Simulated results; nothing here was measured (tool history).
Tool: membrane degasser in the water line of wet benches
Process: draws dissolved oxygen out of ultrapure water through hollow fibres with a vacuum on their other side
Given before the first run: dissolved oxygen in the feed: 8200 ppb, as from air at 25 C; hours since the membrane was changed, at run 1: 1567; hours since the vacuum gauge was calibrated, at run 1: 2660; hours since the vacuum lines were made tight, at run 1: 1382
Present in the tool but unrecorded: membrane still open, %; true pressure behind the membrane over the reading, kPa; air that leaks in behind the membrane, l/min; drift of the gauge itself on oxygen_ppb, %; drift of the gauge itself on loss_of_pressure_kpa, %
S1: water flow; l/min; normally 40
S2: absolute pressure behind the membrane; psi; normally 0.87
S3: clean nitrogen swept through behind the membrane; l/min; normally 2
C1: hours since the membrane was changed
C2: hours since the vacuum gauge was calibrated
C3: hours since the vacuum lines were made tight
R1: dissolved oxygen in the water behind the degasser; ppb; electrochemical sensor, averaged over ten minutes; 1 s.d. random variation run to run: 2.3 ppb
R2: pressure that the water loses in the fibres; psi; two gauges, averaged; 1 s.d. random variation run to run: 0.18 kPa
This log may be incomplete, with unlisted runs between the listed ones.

run    hour  S1     S2    S3    C1    C2    C3     R1     R2
  1       0  40   0.87     2  1567  2660  1382  235.4  4.995
  2    93.8  40   0.87     2  1661  2753  1475  237.2   5.03
  3   143.3  40   0.87     2  1710  2803  1525  242.9  5.107
  4   187.7  40  2.067     2  1755  2847  1569  570.2  5.056
  5   231.3  42   0.87     2  1798  2891  1613  253.8  5.281
  6   314.5  42   0.87     2  1882  2974  1696  250.9  5.304
  7   368.9  40   0.87     2  1936  3029  1751  240.9   5.05
  8   457.8  40  0.837     2  2025  3117  1839  227.8  5.089
  9   515.5  40  0.837     2  2083  3175  1897  237.8  5.068
 10   596.6  40  0.837     2  2164  3256  1978  234.9  5.084
 11     689  40  0.634     2  2256  3349  2071  171.8  5.053
 12   783.1  40  0.634     2  2350  3443  2165  173.2  5.097
        790  -- vacuum gauge calibrated
 13   874.2  40  0.634     2  2441    84  2255  176.9  5.065
 14   946.8  40  0.634     2  2513   157  2328  181.2  5.044
 15  1013.8  40   0.87  1.92  2580   224  2395  255.3   5.11
 16  1079.1  40   0.87  1.92  2646   289  2460  250.4  5.068
     1125.8  -- vacuum gauge calibrated, once more
 17  1125.8  40   0.87  1.92  2692     0  2506  242.2  5.062
 18    1211  39  1.983  2.11  2777    85  2592  518.1  4.925
 19  1306.3  35   1.78  2.42  2873   181  2687  381.7  4.498
 20  1355.7  35   1.78  5.21  2922   230  2736  241.2  4.464
 21  1415.8  35   1.78  5.21  2982   290  2796  237.4  4.398
 22  1479.4  40   0.87  0.88  3046   354  2860  356.9  5.068
 23  1526.7  44   0.87  1.45  3093   401  2907  308.8  5.645
 24  1586.2  30   0.83  1.19  3152   460  2967  213.8  3.828

Predict the results of run 25:
 25  1677.3  62  0.909   2  3243  551  3058   ?   ?

Run 25 gave R1 402.8 ppb, R2 7.915 psi.
If the tool had no hidden condition, the same run with the same run-to-run variation would have returned R1 380 ppb, R2 7.7 psi.

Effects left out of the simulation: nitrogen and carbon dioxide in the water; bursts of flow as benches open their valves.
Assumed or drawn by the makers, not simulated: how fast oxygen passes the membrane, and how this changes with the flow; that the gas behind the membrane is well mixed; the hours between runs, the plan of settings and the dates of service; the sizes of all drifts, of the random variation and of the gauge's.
